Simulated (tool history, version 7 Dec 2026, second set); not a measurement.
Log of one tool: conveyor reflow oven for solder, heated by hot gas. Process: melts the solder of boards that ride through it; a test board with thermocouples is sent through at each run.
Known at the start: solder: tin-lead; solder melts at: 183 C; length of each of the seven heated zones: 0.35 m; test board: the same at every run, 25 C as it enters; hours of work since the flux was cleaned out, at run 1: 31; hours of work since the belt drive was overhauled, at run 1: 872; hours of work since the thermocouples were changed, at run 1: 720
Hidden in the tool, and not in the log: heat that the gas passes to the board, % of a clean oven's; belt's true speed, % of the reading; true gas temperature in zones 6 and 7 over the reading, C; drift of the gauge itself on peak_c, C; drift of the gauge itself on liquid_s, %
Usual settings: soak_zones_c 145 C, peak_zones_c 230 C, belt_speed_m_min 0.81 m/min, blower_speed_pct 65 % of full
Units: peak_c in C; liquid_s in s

run,hour,soak_zones_c,peak_zones_c,belt_speed_m_min,blower_speed_pct,hours of work since the flux was cleaned out,hours of work since the belt drive was overhauled,hours of work since the thermocouples were changed,peak_c,liquid_s
1,0,145,230,0.81,65,31,872,720,211.2,36.5
2,34.8,146,230,0.81,65,50,890,739,211.6,37.6
3,70.8,146,230,0.81,65,70,910,758,211.4,37.2
4,98.9,146,230,0.81,65,85,925,773,211,37
5,136.9,145,230,0.763,65,105,945,794,212.7,40.3
6,166.9,145,230,0.763,65,121,961,810,212.8,40.5
7,199.2,145,230,0.763,65,139,979,827,213.2,40.3
8,220.3,145,230,0.763,65,150,990,839,212.7,40.3
9,259.8,145,230,0.763,65,171,1011,860,212.4,40.4
# hour 294.5: belt drive overhauled, speed set with a stopwatch
10,295.1,145,230,0.81,50,188,0,877,203.6,29.3
11,339,145,230,0.81,50,212,24,900,203.4,29.1
12,383.3,145,230,0.81,50,236,48,924,203.2,28.9
13,415.7,145,230,0.81,65,253,65,942,209.7,34.9
14,454.4,145,230,0.81,65,274,86,963,209.1,34.8
15,489.7,145,230,0.81,56,293,105,982,205.6,31.7
16,521.6,149,226,0.872,83,310,122,999,209.5,34
17,558.3,159,234,0.872,83,330,142,1018,218.3,41.6
18,587.5,159,234,0.872,83,346,158,1034,218.1,41.6
19,629,141,230,0.927,65,368,180,1057,202.1,23.4
20,664.4,141,236,0.946,65,387,199,1076,205.6,25.1
21,692.1,145,230,0.935,65,402,214,1091,202.7,24.5
22,712.9,152,243,0.81,51,413,225,1102,214.7,39.4
23,733.9,152,243,0.81,51,424,237,1113,214.3,39.4
24,759.8,145,240,0.81,73,438,251,1127,218.9,40.9
25,788.9,153,225,0.8,68,454,266,1143,207.6,36.3
# hour 803.5: flux residue cleaned out of gas plates and filters
26,838.5,153,225,0.8,68,19,290,1167,211.1,40.2
# hour 843.4: thermocouples of zones 6 and 7 changed
27,866.3,153,225,0.8,68,33,304,12,210.2,39.5
28,910.2,147,245,0.81,60,56,328,36,221.7,42.8
29,941.1,147,245,0.81,60,73,344,53,221.3,43.2
30,982.2,151,238,0.858,73,95,366,75,219.3,40.6

Hidden state or all else? Some run-to-run changes of peak_c, split into what the settings, what came in and random variation would give without the hidden state, and what is left for the hidden state (with any gauge scatter that isn't in both results):
Run 18 -> 19: soak_zones_c 159 -> 141, peak_zones_c 234 -> 230, belt_speed_m_min 0.872 -> 0.927, blower_speed_pct 83 -> 65. peak_c -16 C: hidden state -0.8, all else -15.2.
Run 21 -> 22: soak_zones_c 145 -> 152, peak_zones_c 230 -> 243, belt_speed_m_min 0.935 -> 0.81, blower_speed_pct 65 -> 51. peak_c +12 C: hidden state +0.9, all else +11.1.
Run 23 -> 24: soak_zones_c 152 -> 145, peak_zones_c 243 -> 240, blower_speed_pct 51 -> 73. peak_c +4.6 C: hidden state -1, all else +5.6.
Run 25 -> 26: flux residue cleaned out of gas plates and filters. peak_c +3.5 C: hidden state +3.7, all else -0.2.
Run 26 -> 27: thermocouples of zones 6 and 7 changed. peak_c -0.9 C: hidden state -1.1, all else +0.2.
Run 27 -> 28: soak_zones_c 153 -> 147, peak_zones_c 225 -> 245, belt_speed_m_min 0.8 -> 0.81, blower_speed_pct 68 -> 60. peak_c +11.5 C: hidden state -0.2, all else +11.7.
